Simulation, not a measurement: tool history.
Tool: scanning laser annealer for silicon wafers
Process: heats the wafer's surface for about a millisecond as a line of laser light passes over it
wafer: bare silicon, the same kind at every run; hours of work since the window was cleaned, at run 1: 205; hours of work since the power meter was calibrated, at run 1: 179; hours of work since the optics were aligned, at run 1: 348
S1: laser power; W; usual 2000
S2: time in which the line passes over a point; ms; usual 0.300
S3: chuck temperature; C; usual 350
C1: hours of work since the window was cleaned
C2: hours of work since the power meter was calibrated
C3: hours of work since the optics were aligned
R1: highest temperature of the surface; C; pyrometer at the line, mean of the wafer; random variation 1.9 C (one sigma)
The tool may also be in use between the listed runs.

run    day    S1     S2   S3   C1   C2   C3    R1
  1  0.000  2000  0.300  350  205  179  348  1084
  2  0.242  2000  0.300  350  209  182  351  1086
  3  0.696  2000  0.300  350  215  189  357  1088
  4  0.954  2000  0.300  350  218  192  361  1086
  5  1.462  2000  0.300  350  225  199  367  1087
  6  1.867  2000  0.300  350  231  205  373  1087
  7  2.100  2000  0.300  350  234  208  376  1084
  8  2.533  2000  0.300  350  240  214  382  1088
  9  2.971  2000  0.300  350  246  220  388  1089
 10  3.229  2000  0.300  350  249  223  392  1088
 11  3.512  1818  0.308  350  253  227  395  1032
 12  3.904  1818  0.308  350  259  232  401  1033
 13  4.417  2102  0.347  350  266  239  408  1187
 14  4.738  2102  0.347  350  270  244  412  1186
 15  5.138  2189  0.300  331  275  249  418  1129
 16  5.471  2189  0.300  331  280  254  422  1130
 17  5.867  2189  0.300  331  285  259  428  1131
 18  6.317  1978  0.253  344  291  265  434  1003
 19  6.667  1978  0.253  344  296  270  438  1004
 20  7.008  2089  0.213  333  301  275  443   964

Hidden state or all else? Some run-to-run changes of R1, split into what the settings, what came in and random variation would give without the hidden state, and what is left for the hidden state (with any gauge scatter that isn't in both results):
The hidden state here: light that passes the window, % of a clean one's; laser's true power over the reading, %; width of the line over the set one, %; drift of the gauge itself on peak_c, C.
Run 12 -> 13: S1 1818 -> 2102, S2 0.308 -> 0.347. R1 +154 C: hidden state -4, all else +158.
Run 17 -> 18: S1 2189 -> 1978, S2 0.300 -> 0.253, S3 331 -> 344. R1 -128 C: hidden state +3, all else -131.
